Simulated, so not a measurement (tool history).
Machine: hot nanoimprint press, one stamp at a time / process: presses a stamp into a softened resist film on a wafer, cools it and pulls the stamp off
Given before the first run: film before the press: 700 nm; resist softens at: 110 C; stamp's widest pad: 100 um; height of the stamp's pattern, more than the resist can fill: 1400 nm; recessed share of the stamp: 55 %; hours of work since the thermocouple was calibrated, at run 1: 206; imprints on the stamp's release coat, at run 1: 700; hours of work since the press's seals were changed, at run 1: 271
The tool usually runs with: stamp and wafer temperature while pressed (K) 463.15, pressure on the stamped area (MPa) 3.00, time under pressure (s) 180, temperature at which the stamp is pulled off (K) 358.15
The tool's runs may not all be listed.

run   hour  stamp and wafer temperature while pressed (K)  pressure on the stamped area (MPa)  time under pressure (s)  temperature at which the stamp is pulled off (K)  hours of work since the thermocouple was calibrated  imprints on the stamp's release coat  hours of work since the press's seals were changed  resist left under the stamp's widest pad (Å)  greatest force while the stamp is pulled off (N)
  1    0.0                                         463.15                                3.00                      180                                            358.15                                                  206                                   700                                                 271                                          4009                                                92
  2   43.0                                         463.15                                3.00                      180                                            358.15                                                  239                                   812                                                 304                                          4041                                                93
      92.1  -- plate thermocouple calibrated
  3   94.9                                         463.15                                3.00                      180                                            358.15                                                    2                                   940                                                 342                                          4042                                                94
  4  120.8                                         463.15                                3.00                      180                                            358.15                                                   22                                  1007                                                 361                                          4032                                                93
  5  147.4                                         463.15                                3.00                      180                                            364.15                                                   42                                  1076                                                 382                                          4046                                                81
  6  196.4                                         463.15                                3.00                      180                                            364.15                                                   80                                  1204                                                 419                                          3984                                                79

Run 7 has not been measured yet. What should we expect?
  7  251.8                                         465.15                                3.79                      102                                            361.15                                                  122                                  1348                                                 462                                             ?                                                 ?

{"run 7": {"resist left under the stamp's widest pad (Å)": 4196, "greatest force while the stamp is pulled off (N)": 89}}
Were there no unlogged condition in the tool, this run, its random variation unchanged, would have produced resist left under the stamp's widest pad (Å) 4193, greatest force while the stamp is pulled off (N) 89.
